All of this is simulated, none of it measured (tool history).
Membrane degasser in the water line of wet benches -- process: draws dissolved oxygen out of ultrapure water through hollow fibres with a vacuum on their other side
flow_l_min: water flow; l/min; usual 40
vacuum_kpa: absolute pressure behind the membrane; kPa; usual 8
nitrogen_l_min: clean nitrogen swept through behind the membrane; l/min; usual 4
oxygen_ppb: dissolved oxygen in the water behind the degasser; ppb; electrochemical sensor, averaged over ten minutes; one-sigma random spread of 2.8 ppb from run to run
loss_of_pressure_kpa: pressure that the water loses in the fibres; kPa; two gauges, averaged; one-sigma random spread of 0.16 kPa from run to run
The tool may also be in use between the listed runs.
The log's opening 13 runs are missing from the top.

run	hour	flow_l_min	vacuum_kpa	nitrogen_l_min	oxygen_ppb	loss_of_pressure_kpa
14	995.6	40	8	4	309.5	26.48
15	1073	40	8	4	307	26.53
16	1137.9	40	8	4	313.1	26.48
17	1219.8	62	8	7.6	434.1	41.06
18	1321.5	40	15.7	4	478.8	26.47
19	1376	40	15.7	4	476.8	26.78
20	1427.7	31	15.93	2.54	475.4	20.31
21	1530.6	47	8	1.9	487	31.56
22	1598.9	47	8	1.9	486.6	31.31
23	1644.5	47	8	1.9	489.1	31.37
24	1729.1	64	8	1.9	677.2	42.4
25	1790.9	40	17.4	4	506	26.84
26	1846.3	40	17.4	4	513.9	26.82
27	1891.1	40	17.4	4	524.8	26.69
28	1983.9	45	5.6	4.96	289.2	29.9
29	2032.6	32	11.24	1.87	439.8	21.38
30	2129.4	47	11.44	4	476.2	31.67
31	2230.1	47	11.44	4	462.4	31.61
32	2322.1	26	7.36	1.85	246.5	17.58

Forecast each of these 4 alternatives for the next run:
A	2404.8	57	14.4	1.79	?	?
B	2404.8	40	10.45	6.06	?	?
C	2404.8	43	8	4	?	?
D	2404.8	26	5.35	5.65	?	?

run	oxygen_ppb	loss_of_pressure_kpa
A	984.1	38.33
B	318.9	26.9
C	345.4	29.14
D	136.3	17.73
Stripped of hidden state, with their random variation kept, the same runs would have yielded:
run	oxygen_ppb	loss_of_pressure_kpa
A	929.2	36.26
B	278.1	25.45
C	300.8	27.58
D	110.6	16.78
